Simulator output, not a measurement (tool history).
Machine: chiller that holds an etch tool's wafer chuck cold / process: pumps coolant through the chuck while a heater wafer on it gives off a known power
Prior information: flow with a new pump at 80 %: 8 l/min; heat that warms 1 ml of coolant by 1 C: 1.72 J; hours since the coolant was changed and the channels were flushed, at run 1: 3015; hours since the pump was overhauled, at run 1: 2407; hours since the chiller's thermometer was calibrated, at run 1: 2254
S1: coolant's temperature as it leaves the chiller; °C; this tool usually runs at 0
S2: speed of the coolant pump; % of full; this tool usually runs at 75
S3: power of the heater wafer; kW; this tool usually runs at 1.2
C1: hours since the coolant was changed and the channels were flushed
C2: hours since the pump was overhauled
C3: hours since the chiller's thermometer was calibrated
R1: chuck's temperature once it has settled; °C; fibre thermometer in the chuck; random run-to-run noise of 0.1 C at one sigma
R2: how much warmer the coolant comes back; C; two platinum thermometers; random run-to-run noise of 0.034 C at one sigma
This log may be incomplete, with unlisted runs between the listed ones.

run     day  S1  S2     S3    C1    C2    C3    R1    R2
  1       0   0  75    1.2  3015  2407  2254     9  5.54
  2   2.004   0  75    1.2  3063  2456  2302     9  5.56
  3   4.125   0  75    1.2  3114  2506  2353   8.9  5.57
  4   7.438   0  75    1.2  3194  2586  2432   9.1  5.69
  5   9.658   0  75    1.2  3247  2639  2485     9  5.69
  6  14.271   0  75    1.2  3358  2750  2596   9.1  5.77
  7  17.988   0  75  1.657  3447  2839  2685  12.5  7.81
  8  20.321   0  86    1.2  3503  2895  2741     8  5.01
     21.179  -- chiller's thermometer calibrated
  9  23.254   0  86    1.2  3572  2965    50   8.3  5.05
 10  27.596   0  75    1.2  3677  3069   154   8.9  5.79
 11  31.862   0  75    1.2  3779  3171   256   8.9   5.8
 12    35.4   0  75    1.2  3864  3256   341   9.1  5.89
 13  37.667   0  87    1.2  3918  3310   396   8.1   5.1
 14  41.238   0  87  1.528  4004  3396   481  10.5  6.42
 15  44.483   0  75  1.135  4082  3474   559   8.5  5.63
 16  46.933   0  75  1.135  4141  3533   618   8.6   5.7
 17  50.933   0  75  1.135  4237  3629   714   8.3  5.68
     52.367  -- gauge calibrated
 18  53.742   0  75  1.135  4304  3696   782   8.6   5.3
 19  55.725   7  82  1.134  4352  3744   829  14.9  4.88
 20  59.083   2  87  1.179  4432  3824   910   9.9  4.73
 21  63.562   3  93  0.915  4540  3932  1017   8.9  3.48
 22  67.638   3  93  0.915  4638  4030  1115   8.8  3.52

Run 23, settings as shown, results not yet in. Your forecast:
 23  71.683  -5  78  1.452  4735  4127  1212   ?   ?

{"run 23": {"R1": 5.7, "R2": 6.67}}
Take away the tool's hidden state, keep the run-to-run variation as it was, and the same run would have given R1 5.7 °C, R2 6.51 C.

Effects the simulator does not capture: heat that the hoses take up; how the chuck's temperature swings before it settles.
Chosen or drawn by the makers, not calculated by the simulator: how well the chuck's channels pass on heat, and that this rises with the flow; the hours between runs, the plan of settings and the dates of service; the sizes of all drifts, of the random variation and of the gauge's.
